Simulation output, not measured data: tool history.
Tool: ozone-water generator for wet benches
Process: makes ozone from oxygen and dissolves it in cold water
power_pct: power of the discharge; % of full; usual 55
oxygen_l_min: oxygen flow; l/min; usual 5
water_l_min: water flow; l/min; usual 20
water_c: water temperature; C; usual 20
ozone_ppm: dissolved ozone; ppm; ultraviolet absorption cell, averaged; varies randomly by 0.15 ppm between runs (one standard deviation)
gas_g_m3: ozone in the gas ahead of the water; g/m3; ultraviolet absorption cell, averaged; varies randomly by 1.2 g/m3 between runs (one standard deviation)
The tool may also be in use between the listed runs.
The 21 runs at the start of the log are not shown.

run,hour,power_pct,oxygen_l_min,water_l_min,water_c,ozone_ppm,gas_g_m3
22,1462,71,4.63,20,17,22.6,268.4
23,1529.8,56,5,21,20,18.1,221
24,1620.1,53,5,20,16,19,213.9
25,1701.1,53,5,25,16,16,211.6
26,1755.5,55,5,20,28,16.3,214.1
27,1801.7,55,8.93,18,17,18.6,145.7
# hour 1820.7: gauge calibrated
28,1897.5,43,5,20,13,17.6,192.8
29,1957.7,43,5,20,13,17.7,192
30,1999.2,43,5,15,22,18.7,192.4
31,2058.9,43,5,15,22,18.7,190.7
32,2107.5,90,4.62,18,22,26.3,317

Branching from run 32: 4 alternative next runs. What would each branch give?
A,2197.8,51,5.71,18,14,?,?
B,2197.8,90,4.62,18,18,?,?
C,2197.8,66,6.85,20,20,?,?
D,2197.8,45,4.62,18,21,?,?

run,ozone_ppm,gas_g_m3
A,20.5,193.3
B,27.9,312.5
C,19.4,200.2
D,17.9,206.9
Stripped of hidden state, with their random variation kept, the same runs would have yielded:
run,ozone_ppm,gas_g_m3
A,20.5,194.5
B,27.9,314.5
C,19.4,201.5
D,17.9,208.2

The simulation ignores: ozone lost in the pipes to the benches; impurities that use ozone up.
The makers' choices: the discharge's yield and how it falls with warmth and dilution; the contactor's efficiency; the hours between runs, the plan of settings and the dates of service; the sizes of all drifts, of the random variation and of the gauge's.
